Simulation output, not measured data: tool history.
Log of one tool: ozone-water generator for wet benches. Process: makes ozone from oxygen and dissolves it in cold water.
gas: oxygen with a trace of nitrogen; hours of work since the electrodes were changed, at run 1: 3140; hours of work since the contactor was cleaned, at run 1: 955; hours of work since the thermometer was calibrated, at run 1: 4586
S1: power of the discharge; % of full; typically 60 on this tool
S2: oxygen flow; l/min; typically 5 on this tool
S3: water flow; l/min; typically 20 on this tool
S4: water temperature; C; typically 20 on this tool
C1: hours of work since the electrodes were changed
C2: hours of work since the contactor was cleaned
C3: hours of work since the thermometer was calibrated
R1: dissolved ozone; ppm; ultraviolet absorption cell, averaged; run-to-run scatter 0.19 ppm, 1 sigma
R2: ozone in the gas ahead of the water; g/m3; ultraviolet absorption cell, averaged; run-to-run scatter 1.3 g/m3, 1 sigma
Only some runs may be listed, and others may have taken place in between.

run,hour,S1,S2,S3,S4,C1,C2,C3,R1,R2
1,0,60,5,20,20,3140,955,4586,24.3,227
2,100,60,5,20,20,3205,1020,4652,24.2,225.4
3,243.3,60,5,20,20,3299,1114,4746,24,224.2
4,372,60,5,20,20,3384,1199,4831,24,223.5
5,463.4,60,5,20,20,3444,1259,4891,24,225.8
6,532,60,5,20,20,3489,1304,4936,23.9,223.3
7,659.1,60,5,20,20,3572,1387,5019,23.4,224.5
8,802.8,60,5,20,20,3666,1481,5113,23.8,223.9
9,900.6,60,5,20,20,3731,1546,5177,23.6,223.4
10,985.2,60,5,20,20,3786,1601,5233,23.2,223.7
11,1124.3,65,5,20,20,3877,1692,5324,24.6,235.6
12,1195.6,56,5,20,25,3924,1739,5371,20.7,214.6
# hour 1209.2: water thermometer calibrated
13,1283.3,64,5,20,25,3981,1796,49,22.3,230.6
14,1412.3,43,3.73,20,17,4066,1881,133,18.5,205
15,1552.8,60,5,13,20,4158,1973,225,30.1,221.4
16,1699.9,60,5,13,20,4255,2070,322,30.3,219.5
17,1835.8,60,3.87,23,13,4344,2159,411,21.6,247.4
18,1909.9,46,3.35,29,20,4393,2208,460,13.3,222.9
19,2020.9,87,5,20,20,4465,2280,533,28.9,276.7
# hour 2087.4: water thermometer calibrated, once more
20,2127.9,87,5,20,20,4535,2350,27,29,277.2
21,2243.2,58,3.44,20,27,4611,2426,102,20,256.3

Forecast each of these 5 alternatives for the next run:
A,2348.3,43,3.44,20,27,4680,2495,171,?,?
B,2348.3,47,3.06,20,27,4680,2495,171,?,?
C,2348.3,98,8.89,20,20,4680,2495,171,?,?
D,2348.3,60,3.33,15,20,4680,2495,171,?,?
E,2348.3,57,7.96,21,20,4680,2495,171,?,?

run,R1,R2
A,16.3,212.8
B,17,237.9
C,30.6,223.2
D,27.4,265.7
E,20.9,163.5
With the hidden condition removed and each run's random variation left untouched, the same runs would have given:
run,R1,R2
A,18.5,234.9
B,19.5,265.2
C,37.9,268.7
D,32.1,303.8
E,24.4,186.1
